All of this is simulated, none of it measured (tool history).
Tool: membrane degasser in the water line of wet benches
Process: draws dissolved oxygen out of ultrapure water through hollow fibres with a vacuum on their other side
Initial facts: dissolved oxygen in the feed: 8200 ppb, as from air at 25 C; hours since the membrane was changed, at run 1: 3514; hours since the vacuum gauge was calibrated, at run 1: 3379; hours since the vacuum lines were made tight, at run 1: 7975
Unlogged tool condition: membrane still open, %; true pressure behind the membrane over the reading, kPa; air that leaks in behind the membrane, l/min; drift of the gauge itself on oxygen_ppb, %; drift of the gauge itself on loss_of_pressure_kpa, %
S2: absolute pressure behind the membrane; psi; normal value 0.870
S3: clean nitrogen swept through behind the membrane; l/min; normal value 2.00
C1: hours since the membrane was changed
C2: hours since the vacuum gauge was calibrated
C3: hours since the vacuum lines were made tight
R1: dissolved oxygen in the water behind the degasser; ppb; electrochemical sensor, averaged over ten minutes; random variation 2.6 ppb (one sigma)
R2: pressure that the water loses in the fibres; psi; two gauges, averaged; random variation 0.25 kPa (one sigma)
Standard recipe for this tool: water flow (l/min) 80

run 1 hour=0.0 | water_flow_(l/min)=80 S2=0.870 S3=2.00 | C1=3514 C2=3379 C3=7975 | R1=279.5 R2=9.722
run 2 hour=112.4 | water_flow_(l/min)=80 S2=0.870 S3=2.79 | C1=3627 C2=3491 C3=8088 | R1=222.4 R2=9.725
run 3 hour=199.8 | water_flow_(l/min)=80 S2=1.491 S3=2.00 | C1=3714 C2=3579 C3=8175 | R1=598.8 R2=9.733
run 4 hour=261.5 | water_flow_(l/min)=80 S2=0.951 S3=2.00 | C1=3776 C2=3641 C3=8237 | R1=324.0 R2=9.732
run 5 hour=389.8 | water_flow_(l/min)=80 S2=0.951 S3=2.00 | C1=3904 C2=3769 C3=8365 | R1=329.8 R2=9.712
run 6 hour=503.3 | water_flow_(l/min)=80 S2=0.870 S3=2.00 | C1=4018 C2=3882 C3=8479 | R1=285.3 R2=9.864
run 7 hour=594.6 | water_flow_(l/min)=124 S2=0.870 S3=2.00 | C1=4109 C2=3974 C3=8570 | R1=466.2 R2=15.068
run 8 hour=720.4 | water_flow_(l/min)=80 S2=1.955 S3=2.00 | C1=4235 C2=4099 C3=8696 | R1=832.5 R2=9.776
run 9 hour=830.3 | water_flow_(l/min)=80 S2=1.955 S3=2.00 | C1=4345 C2=4209 C3=8806 | R1=818.0 R2=9.789
run 10 hour=907.4 | water_flow_(l/min)=73 S2=0.870 S3=2.00 | C1=4422 C2=4286 C3=8883 | R1=259.1 R2=8.930
run 11 hour=992.2 | water_flow_(l/min)=73 S2=0.870 S3=2.00 | C1=4507 C2=4371 C3=8968 | R1=256.2 R2=8.960
run 12 hour=1048.8 | water_flow_(l/min)=80 S2=0.870 S3=1.06 | C1=4563 C2=4428 C3=9024 | R1=424.8 R2=9.809
run 13 hour=1170.2 | water_flow_(l/min)=81 S2=0.870 S3=2.00 | C1=4685 C2=4549 C3=9146 | R1=281.0 R2=9.873
run 14 hour=1296.2 | water_flow_(l/min)=81 S2=0.870 S3=2.00 | C1=4811 C2=4675 C3=9272 | R1=293.3 R2=9.922
run 15 hour=1379.6 | water_flow_(l/min)=50 S2=2.123 S3=2.00 | C1=4894 C2=4759 C3=9355 | R1=598.3 R2=6.180
run 16 hour=1492.2 | water_flow_(l/min)=128 S2=0.540 S3=1.57 | C1=5007 C2=4871 C3=9468 | R1=272.5 R2=15.725
run 17 hour=1611.0 | water_flow_(l/min)=80 S2=1.353 S3=2.01 | C1=5126 C2=4990 C3=9586 | R1=535.3 R2=9.889
run 18 hour=1700.7 | water_flow_(l/min)=80 S2=1.353 S3=2.01 | C1=5215 C2=5080 C3=9676 | R1=539.6 R2=9.819
run 19 hour=1812.3 | water_flow_(l/min)=80 S2=0.714 S3=2.98 | C1=5327 C2=5191 C3=9788 | R1=161.0 R2=9.865
run 20 hour=1864.6 | water_flow_(l/min)=80 S2=0.714 S3=2.98 | C1=5379 C2=5244 C3=9840 | R1=165.9 R2=9.865
run 21 hour=1956.2 | water_flow_(l/min)=123 S2=1.208 S3=5.76 | C1=5471 C2=5335 C3=9932 | R1=396.5 R2=15.088
-- hour=1992.2 seals of the vacuum lines changed
run 22 hour=2043.7 | water_flow_(l/min)=61 S2=0.870 S3=2.00 | C1=5556 C2=5421 C3=51 | R1=213.5 R2=7.532
run 23 hour=2122.9 | water_flow_(l/min)=61 S2=0.870 S3=2.00 | C1=5635 C2=5500 C3=131 | R1=216.9 R2=7.552
run 24 hour=2188.0 | water_flow_(l/min)=61 S2=0.870 S3=2.00 | C1=5700 C2=5565 C3=196 | R1=217.4 R2=7.555
run 25 hour=2243.0 | water_flow_(l/min)=62 S2=1.065 S3=3.35 | C1=5755 C2=5620 C3=251 | R1=199.6 R2=7.683
run 26 hour=2337.8 | water_flow_(l/min)=62 S2=1.065 S3=3.35 | C1=5850 C2=5715 C3=346 | R1=204.2 R2=7.683
run 27 hour=2433.2 | water_flow_(l/min)=62 S2=1.065 S3=3.35 | C1=5946 C2=5810 C3=441 | R1=207.7 R2=7.688
run 28 hour=2493.0 | water_flow_(l/min)=62 S2=0.796 S3=2.36 | C1=6006 C2=5870 C3=501 | R1=168.0 R2=7.702

The same runs without the tool's hidden state, with the same run-to-run variation:
run=1 R1=256.2 R2=9.497
run=2 R1=202.5 R2=9.494
run=3 R1=575.2 R2=9.496
run=4 R1=299.1 R2=9.490
run=5 R1=303.6 R2=9.464
run=6 R1=258.3 R2=9.606
run=7 R1=423.8 R2=14.662
run=8 R1=806.1 R2=9.504
run=9 R1=791.4 R2=9.510
run=10 R1=232.2 R2=8.673
run=11 R1=229.1 R2=8.696
run=12 R1=383.5 R2=9.516
run=13 R1=250.5 R2=9.570
run=14 R1=260.7 R2=9.610
run=15 R1=576.2 R2=5.984
run=16 R1=208.9 R2=15.210
run=17 R1=502.5 R2=9.558
run=18 R1=506.0 R2=9.483
run=19 R1=132.8 R2=9.522
run=20 R1=136.6 R2=9.516
run=21 R1=359.3 R2=14.547
run=22 R1=186.7 R2=7.258
run=23 R1=189.4 R2=7.274
run=24 R1=189.5 R2=7.272
run=25 R1=180.0 R2=7.393
run=26 R1=183.9 R2=7.390
run=27 R1=186.7 R2=7.388
run=28 R1=141.3 R2=7.397
